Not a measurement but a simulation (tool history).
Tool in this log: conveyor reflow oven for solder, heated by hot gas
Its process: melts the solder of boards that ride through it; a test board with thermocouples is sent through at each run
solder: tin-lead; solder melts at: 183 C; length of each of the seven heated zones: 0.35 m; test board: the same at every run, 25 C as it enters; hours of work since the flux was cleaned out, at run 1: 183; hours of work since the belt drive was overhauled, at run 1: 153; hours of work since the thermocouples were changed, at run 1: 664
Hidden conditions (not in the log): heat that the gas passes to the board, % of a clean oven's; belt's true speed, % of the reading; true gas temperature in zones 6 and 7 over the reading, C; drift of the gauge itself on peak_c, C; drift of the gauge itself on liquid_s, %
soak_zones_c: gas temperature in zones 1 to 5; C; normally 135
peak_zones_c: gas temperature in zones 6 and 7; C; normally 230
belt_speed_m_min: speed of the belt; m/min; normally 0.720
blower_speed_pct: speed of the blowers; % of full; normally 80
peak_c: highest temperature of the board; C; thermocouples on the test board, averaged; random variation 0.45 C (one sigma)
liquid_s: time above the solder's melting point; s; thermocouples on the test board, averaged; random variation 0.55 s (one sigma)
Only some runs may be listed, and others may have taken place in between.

run	day	soak_zones_c	peak_zones_c	belt_speed_m_min	blower_speed_pct	hours of work since the flux was cleaned out	hours of work since the belt drive was overhauled	hours of work since the thermocouples were changed	peak_c	liquid_s
1	0.000	135	230	0.720	80	183	153	664	208.8	36.7
2	0.338	135	230	0.720	80	189	159	670	208.0	35.1
3	0.871	135	230	0.720	80	199	169	680	208.4	36.8
4	1.575	131	230	0.720	80	212	182	693	207.7	35.1
5	2.175	131	230	0.720	80	223	193	704	207.8	34.3
6	2.604	135	230	0.720	80	231	201	711	207.3	36.9
7	3.000	126	230	0.720	80	238	208	719	205.9	33.2
8	3.317	126	230	0.720	80	244	214	724	206.4	31.9
9	4.000	126	230	0.720	80	256	226	737	205.8	32.8
10	4.338	126	230	0.720	80	262	232	743	206.6	32.5
11	4.925	135	230	0.720	80	273	243	754	207.6	35.7
12	5.217	135	230	0.720	80	278	248	759	208.5	36.3
13	5.692	135	236	0.720	80	287	257	768	213.1	39.8
14	6.033	135	232	0.720	80	293	263	774	209.6	37.0
15	6.450	135	232	0.720	51	301	271	782	195.7	21.5
16	7.033	135	225	0.720	51	312	282	792	190.6	14.3
17	7.479	135	230	0.600	80	320	290	800	213.5	48.9
18	8.208	130	230	0.720	80	333	303	814	207.0	32.7
19	8.871	135	221	0.781	80	345	315	826	197.9	23.8
20	9.496	135	221	0.781	80	357	327	837	197.1	23.1
21	10.100	135	221	0.781	80	368	338	848	197.9	23.5

4 options for the next run, each taken on its own from the tool as it stands now. Forecast them:
A	10.612	135	221	0.781	67	377	347	858	?	?
B	10.612	135	218	0.717	69	377	347	858	?	?
C	10.612	135	243	0.765	80	377	347	858	?	?
D	10.612	129	234	0.614	80	377	347	858	?	?

run	peak_c	liquid_s
A	192.3	16.4
B	194.8	20.5
C	215.4	37.9
D	214.3	47.0
With no hidden state in the tool, these same runs would have given:
run	peak_c	liquid_s
A	196.2	21.5
B	198.6	25.7
C	220.0	40.7
D	218.4	50.1

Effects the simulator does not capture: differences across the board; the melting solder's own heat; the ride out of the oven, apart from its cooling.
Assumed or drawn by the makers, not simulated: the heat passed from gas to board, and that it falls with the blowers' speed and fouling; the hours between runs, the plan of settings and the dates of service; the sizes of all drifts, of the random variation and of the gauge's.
